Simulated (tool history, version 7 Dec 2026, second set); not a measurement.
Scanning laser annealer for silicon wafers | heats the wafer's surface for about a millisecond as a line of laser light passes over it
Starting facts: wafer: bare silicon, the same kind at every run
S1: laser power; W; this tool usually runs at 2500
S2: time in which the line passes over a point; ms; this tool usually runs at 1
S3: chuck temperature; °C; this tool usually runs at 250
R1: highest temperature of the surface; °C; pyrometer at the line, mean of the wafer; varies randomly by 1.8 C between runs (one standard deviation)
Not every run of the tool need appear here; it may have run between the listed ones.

Run 1, day 0: usual settings. Result: R1 970 °C.
Run 2, day 3.321: usual settings. Result: R1 970 °C.
Run 3, day 5.475: usual settings. Result: R1 969 °C.
Run 4, day 7.208: usual settings. Result: R1 963 °C.
Run 5, day 8.762: usual settings but S3 232 °C. Result: R1 943 °C.
At day 9.096: window over the wafer cleaned.
Run 6, day 11.692: usual settings but S3 232 °C. Result: R1 936 °C.
Run 7, day 14.025: usual settings but S1 2189 W, S2 0.71 ms, S3 273 °C. Result: R1 795 °C.
Run 8, day 17.404: usual settings but S1 2189 W, S2 0.71 ms, S3 273 °C. Result: R1 793 °C.
Run 9, day 20.371: usual settings but S2 0.72 ms, S3 217 °C. Result: R1 814 °C.
At day 21.542: window over the wafer cleaned, once more.
Run 10, day 23.388: usual settings but S2 0.72 ms, S3 217 °C. Result: R1 830 °C.
Run 11, day 26.925: usual settings but S1 2149 W, S3 224 °C. Result: R1 842 °C.
Run 12, day 30: usual settings but S1 2736 W, S2 0.86 ms, S3 219 °C. Result: R1 944 °C.

Here are 4 independent what-if runs from the current tool condition. What would each one return?
Run A, day 32.333: usual settings but S1 2709 W. Result: R1 ?.
Run B, day 32.333: usual settings but S1 2743 W, S2 0.86 ms, S3 219 °C. Result: R1 ?.
Run C, day 32.333: usual settings but S1 2736 W, S2 0.78 ms, S3 219 °C. Result: R1 ?.
Run D, day 32.333: usual settings but S2 0.8 ms. Result: R1 ?.

run    R1
  A  1023
  B   946
  C   909
  D   889
Take away the tool's hidden state, keep each run's random variation, and the runs would have read:
run    R1
  A  1037
  B   959
  C   922
  D   901
